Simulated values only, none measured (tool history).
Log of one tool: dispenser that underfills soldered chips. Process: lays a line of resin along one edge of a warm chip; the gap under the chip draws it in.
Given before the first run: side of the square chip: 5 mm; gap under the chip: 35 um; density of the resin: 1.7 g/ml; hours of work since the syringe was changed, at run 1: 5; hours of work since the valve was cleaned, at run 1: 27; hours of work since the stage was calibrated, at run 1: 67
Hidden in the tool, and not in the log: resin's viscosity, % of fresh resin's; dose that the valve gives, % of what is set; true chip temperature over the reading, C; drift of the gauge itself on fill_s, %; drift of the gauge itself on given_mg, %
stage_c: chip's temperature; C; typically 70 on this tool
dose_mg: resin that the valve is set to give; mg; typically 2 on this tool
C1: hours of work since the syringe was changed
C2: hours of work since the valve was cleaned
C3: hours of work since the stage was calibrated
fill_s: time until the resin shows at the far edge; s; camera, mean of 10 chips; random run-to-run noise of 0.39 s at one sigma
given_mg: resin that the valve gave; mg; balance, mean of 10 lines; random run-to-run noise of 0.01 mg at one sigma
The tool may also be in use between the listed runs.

{"run": 1, "hour": 0.0, "stage_c": 70, "dose_mg": 2, "C1": 5, "C2": 27, "C3": 67, "fill_s": 33.4, "given_mg": 1.99}
{"hour": 4.0, "done": "new syringe of resin"}
{"run": 2, "hour": 6.8, "stage_c": 70, "dose_mg": 2, "C1": 2, "C2": 32, "C3": 72, "fill_s": 28.9, "given_mg": 1.98}
{"run": 3, "hour": 12.9, "stage_c": 70, "dose_mg": 2, "C1": 7, "C2": 37, "C3": 77, "fill_s": 36.8, "given_mg": 1.98}
{"hour": 15.3, "done": "new syringe of resin"}
{"run": 4, "hour": 24.7, "stage_c": 70, "dose_mg": 2, "C1": 7, "C2": 46, "C3": 86, "fill_s": 37.6, "given_mg": 1.97}
{"hour": 26.9, "done": "new syringe of resin"}
{"run": 5, "hour": 36.0, "stage_c": 70, "dose_mg": 1.76, "C1": 7, "C2": 54, "C3": 94, "fill_s": 39.5, "given_mg": 1.73}
{"hour": 38.3, "done": "new syringe of resin"}
{"run": 6, "hour": 47.7, "stage_c": 70, "dose_mg": 2.04, "C1": 7, "C2": 63, "C3": 103, "fill_s": 38.9, "given_mg": 2.01}
{"hour": 49.5, "done": "new syringe of resin"}
{"hour": 60.1, "done": "new syringe of resin"}
{"run": 7, "hour": 60.6, "stage_c": 70, "dose_mg": 2.04, "C1": 0, "C2": 73, "C3": 113, "fill_s": 26.5, "given_mg": 1.99}
{"hour": 70.8, "done": "new syringe of resin"}
{"run": 8, "hour": 73.5, "stage_c": 70, "dose_mg": 2, "C1": 2, "C2": 83, "C3": 123, "fill_s": 28.7, "given_mg": 1.96}
{"run": 9, "hour": 79.9, "stage_c": 70, "dose_mg": 2, "C1": 7, "C2": 88, "C3": 128, "fill_s": 38.8, "given_mg": 1.94}
{"hour": 82.0, "done": "new syringe of resin"}
{"run": 10, "hour": 88.5, "stage_c": 70, "dose_mg": 2, "C1": 5, "C2": 94, "C3": 134, "fill_s": 34.4, "given_mg": 1.95}
{"hour": 92.7, "done": "new syringe of resin"}
{"hour": 98.8, "done": "dispensing valve cleaned and set on the balance"}
{"run": 11, "hour": 101.9, "stage_c": 70, "dose_mg": 2, "C1": 6, "C2": 2, "C3": 143, "fill_s": 36.8, "given_mg": 2}
{"hour": 104.9, "done": "new syringe of resin"}
{"run": 12, "hour": 109.7, "stage_c": 77, "dose_mg": 2, "C1": 4, "C2": 8, "C3": 149, "fill_s": 22.7, "given_mg": 2}
{"hour": 116.3, "done": "new syringe of resin"}
{"run": 13, "hour": 118.9, "stage_c": 77, "dose_mg": 2, "C1": 2, "C2": 15, "C3": 156, "fill_s": 22.1, "given_mg": 2.02}
{"hour": 127.4, "done": "new syringe of resin"}
{"run": 14, "hour": 128.1, "stage_c": 68, "dose_mg": 1.99, "C1": 1, "C2": 22, "C3": 163, "fill_s": 29.6, "given_mg": 1.98}
{"hour": 138.1, "done": "new syringe of resin"}
{"run": 15, "hour": 138.1, "stage_c": 78, "dose_mg": 1.99, "C1": 0, "C2": 30, "C3": 171, "fill_s": 19.2, "given_mg": 1.99}
{"run": 16, "hour": 148.1, "stage_c": 65, "dose_mg": 2.55, "C1": 8, "C2": 37, "C3": 178, "fill_s": 48, "given_mg": 2.53}
{"hour": 149.0, "done": "new syringe of resin"}
{"hour": 159.6, "done": "new syringe of resin"}
{"run": 17, "hour": 162.3, "stage_c": 85, "dose_mg": 2.57, "C1": 2, "C2": 48, "C3": 189, "fill_s": 15.3, "given_mg": 2.52}
{"hour": 170.4, "done": "new syringe of resin"}
{"run": 18, "hour": 170.4, "stage_c": 63, "dose_mg": 2.45, "C1": 0, "C2": 54, "C3": 195, "fill_s": 34.4, "given_mg": 2.4}
{"hour": 181.8, "done": "new syringe of resin"}
{"run": 19, "hour": 182.0, "stage_c": 79, "dose_mg": 1.79, "C1": 0, "C2": 63, "C3": 204, "fill_s": 18.8, "given_mg": 1.75}
{"run": 20, "hour": 188.1, "stage_c": 72, "dose_mg": 2.45, "C1": 5, "C2": 68, "C3": 209, "fill_s": 30.6, "given_mg": 2.4}
{"hour": 193.5, "done": "new syringe of resin"}
{"run": 21, "hour": 199.6, "stage_c": 81, "dose_mg": 2.59, "C1": 5, "C2": 76, "C3": 217, "fill_s": 21.2, "given_mg": 2.52}
{"hour": 204.8, "done": "new syringe of resin"}
{"run": 22, "hour": 205.6, "stage_c": 83, "dose_mg": 2.29, "C1": 1, "C2": 81, "C3": 222, "fill_s": 15.4, "given_mg": 2.23}
{"hour": 215.6, "done": "new syringe of resin"}
{"run": 23, "hour": 219.0, "stage_c": 83, "dose_mg": 2.29, "C1": 3, "C2": 91, "C3": 232, "fill_s": 17.1, "given_mg": 2.22}
{"hour": 226.5, "done": "new syringe of resin"}
{"run": 24, "hour": 230.8, "stage_c": 83, "dose_mg": 2.29, "C1": 3, "C2": 100, "C3": 241, "fill_s": 18.4, "given_mg": 2.22}
{"hour": 233.4, "done": "dispensing valve cleaned and set on the balance"}
{"hour": 238.9, "done": "new syringe of resin"}
{"run": 25, "hour": 240.9, "stage_c": 78, "dose_mg": 2.22, "C1": 2, "C2": 6, "C3": 248, "fill_s": 20.1, "given_mg": 2.22}
{"hour": 249.9, "done": "new syringe of resin"}
{"run": 26, "hour": 250.4, "stage_c": 78, "dose_mg": 1.99, "C1": 0, "C2": 13, "C3": 255, "fill_s": 19.5, "given_mg": 1.95}

Branching from run 26: 5 alternative next runs. What would each branch give?
{"hour": 260.6, "done": "new syringe of resin"}
{"run": "A", "hour": 263.7, "stage_c": 78, "dose_mg": 2.35, "C1": 2, "C2": 23, "C3": 265, "fill_s": "?", "given_mg": "?"}
{"hour": 260.6, "done": "new syringe of resin"}
{"run": "B", "hour": 263.7, "stage_c": 70, "dose_mg": 2.25, "C1": 2, "C2": 23, "C3": 265, "fill_s": "?", "given_mg": "?"}
{"hour": 260.6, "done": "new syringe of resin"}
{"run": "C", "hour": 263.7, "stage_c": 59, "dose_mg": 2.05, "C1": 2, "C2": 23, "C3": 265, "fill_s": "?", "given_mg": "?"}
{"hour": 260.6, "done": "new syringe of resin"}
{"run": "D", "hour": 263.7, "stage_c": 65, "dose_mg": 2.18, "C1": 2, "C2": 23, "C3": 265, "fill_s": "?", "given_mg": "?"}
{"hour": 260.6, "done": "new syringe of resin"}
{"run": "E", "hour": 263.7, "stage_c": 63, "dose_mg": 2.39, "C1": 2, "C2": 23, "C3": 265, "fill_s": "?", "given_mg": "?"}

run=A fill_s=20.9 given_mg=2.34
run=B fill_s=30.2 given_mg=2.22
run=C fill_s=50.1 given_mg=2.02
run=D fill_s=37.1 given_mg=2.15
run=E fill_s=39.9 given_mg=2.38
Without the tool's hidden state the same runs would have given:
run=A fill_s=17.1 given_mg=2.37
run=B fill_s=24.5 given_mg=2.24
run=C fill_s=40.6 given_mg=2.04
run=D fill_s=30.1 given_mg=2.18
run=E fill_s=32.2 given_mg=2.41
